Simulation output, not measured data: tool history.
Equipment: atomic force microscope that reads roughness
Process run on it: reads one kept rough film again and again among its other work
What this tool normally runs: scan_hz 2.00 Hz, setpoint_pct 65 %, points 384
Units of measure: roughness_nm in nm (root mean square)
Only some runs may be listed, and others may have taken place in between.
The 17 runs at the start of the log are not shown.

| run | hour | scan_hz | setpoint_pct | points | roughness_nm |
|---|---|---|---|---|---|
|  | 601.7 | height scale calibrated on a step standard |
| 18 | 636.8 | 1.81 | 81 | 384 | 3.645 |
|  | 661.4 | new tip fitted |
| 19 | 674.1 | 1.29 | 69 | 689 | 4.270 |
|  | 687.1 | height scale calibrated on a step standard, once more |
| 20 | 699.3 | 0.54 | 69 | 646 | 4.108 |
|  | 727.7 | new tip fitted |
| 21 | 730.8 | 2.47 | 69 | 375 | 4.060 |
| 22 | 768.1 | 2.47 | 69 | 375 | 3.671 |
|  | 790.7 | new tip fitted |
| 23 | 804.8 | 0.63 | 69 | 287 | 4.295 |
| 24 | 837.2 | 3.23 | 69 | 287 | 3.523 |
|  | 853.9 | new tip fitted |
| 25 | 880.4 | 2.47 | 85 | 287 | 3.346 |
| 26 | 905.3 | 2.47 | 85 | 287 | 3.172 |
|  | 916.9 | new tip fitted |
| 27 | 937.2 | 0.92 | 79 | 432 | 4.012 |
| 28 | 962.3 | 0.84 | 65 | 1007 | 3.981 |
|  | 981.2 | new tip fitted |
| 29 | 1012.5 | 0.60 | 65 | 969 | 4.166 |
|  | 1044.2 | new tip fitted |
| 30 | 1054.0 | 0.60 | 65 | 969 | 4.376 |
| 31 | 1094.8 | 0.85 | 90 | 349 | 3.662 |
|  | 1106.9 | new tip fitted |
| 32 | 1117.2 | 3.86 | 62 | 999 | 4.030 |

Each row is a separate what-if for the run after 32, all from the same tool condition, not one after another. Results?
| A | 1149.3 | 3.05 | 70 | 384 | ? |
| B | 1149.3 | 2.00 | 76 | 671 | ? |
| C | 1149.3 | 3.53 | 74 | 762 | ? |
| D | 1149.3 | 2.00 | 86 | 259 | ? |
| E | 1149.3 | 1.86 | 63 | 406 | ? |

| run | roughness_nm |
|---|---|
| A | 3.618 |
| B | 3.646 |
| C | 3.420 |
| D | 3.357 |
| E | 3.908 |
With no hidden state in the tool, these same runs would have given:
| run | roughness_nm |
|---|---|
| A | 4.011 |
| B | 4.042 |
| C | 3.792 |
| D | 3.722 |
| E | 4.334 |
